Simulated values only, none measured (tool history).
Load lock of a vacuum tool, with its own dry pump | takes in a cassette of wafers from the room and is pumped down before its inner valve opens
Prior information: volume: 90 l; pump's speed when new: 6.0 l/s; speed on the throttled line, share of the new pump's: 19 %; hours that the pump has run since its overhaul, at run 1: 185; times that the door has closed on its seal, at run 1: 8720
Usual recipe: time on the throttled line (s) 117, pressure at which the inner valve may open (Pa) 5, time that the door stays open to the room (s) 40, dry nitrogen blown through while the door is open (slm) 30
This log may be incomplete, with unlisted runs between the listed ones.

| run | day | time on the throttled line (s) | pressure at which the inner valve may open (Pa) | time that the door stays open to the room (s) | dry nitrogen blown through while the door is open (slm) | hours that the pump has run since its overhaul | times that the door has closed on its seal | incoming humidity of the room's air, % | time from the closed door until the inner valve may open (s) | rise of the pressure with all valves shut (Pa/min) |
|---|---|---|---|---|---|---|---|---|---|---|
| 1 | 0.000 | 117 | 5 | 40 | 30 | 185 | 8720 | 45.2 | 245.5 | 0.084 |
| 2 | 8.204 | 117 | 7 | 40 | 30 | 382 | 9074 | 44.6 | 240.0 | 0.089 |
| 3 | 12.029 | 117 | 5 | 40 | 30 | 473 | 9239 | 44.7 | 247.7 | 0.088 |
| 4 | 16.275 | 117 | 5 | 40 | 30 | 575 | 9422 | 45.4 | 245.8 | 0.089 |
| 5 | 22.121 | 117 | 5 | 40 | 30 | 716 | 9674 | 45.9 | 244.0 | 0.096 |
| 6 | 28.700 | 117 | 5 | 40 | 30 | 873 | 9957 | 49.8 | 246.6 | 0.106 |
| 7 | 35.996 | 117 | 5 | 40 | 30 | 1048 | 10272 | 42.2 | 248.1 | 0.094 |
| 8 | 40.429 | 117 | 5 | 40 | 30 | 1155 | 10463 | 42.3 | 246.6 | 0.098 |
| 9 | 46.629 | 117 | 5 | 82 | 30 | 1304 | 10730 | 44.5 | 251.3 | 0.111 |
| 10 | 55.192 | 117 | 5 | 40 | 12 | 1509 | 11099 | 43.8 | 247.3 | 0.120 |
| 11 | 61.550 | 117 | 5 | 40 | 30 | 1662 | 11373 | 40.9 | 248.5 | 0.103 |
| 12 | 65.329 | 117 | 5 | 40 | 30 | 1753 | 11536 | 42.1 | 247.9 | 0.108 |
| 13 | 71.508 | 117 | 9 | 40 | 30 | 1901 | 11802 | 44.4 | 237.6 | 0.109 |
| 14 | 80.017 | 117 | 9 | 40 | 30 | 2105 | 12169 | 45.0 | 240.0 | 0.122 |
| 15 | 86.021 | 164 | 5 | 40 | 30 | 2249 | 12428 | 46.4 | 288.8 | 0.125 |
| 16 | 93.933 | 192 | 5 | 37 | 41 | 2439 | 12769 | 49.4 | 306.1 | 0.123 |

Predict the results of run 17:
| 17 | 98.375 | 82 | 5 | 37 | 41 | 2546 | 12960 | 47.6 | ? | ? |

For run 17 the tool returned time from the closed door until the inner valve may open (s) 220.4, rise of the pressure with all valves shut (Pa/min) 0.127.
Without the tool's hidden state the same run would have given time from the closed door until the inner valve may open (s) 215.7, rise of the pressure with all valves shut (Pa/min) 0.022.

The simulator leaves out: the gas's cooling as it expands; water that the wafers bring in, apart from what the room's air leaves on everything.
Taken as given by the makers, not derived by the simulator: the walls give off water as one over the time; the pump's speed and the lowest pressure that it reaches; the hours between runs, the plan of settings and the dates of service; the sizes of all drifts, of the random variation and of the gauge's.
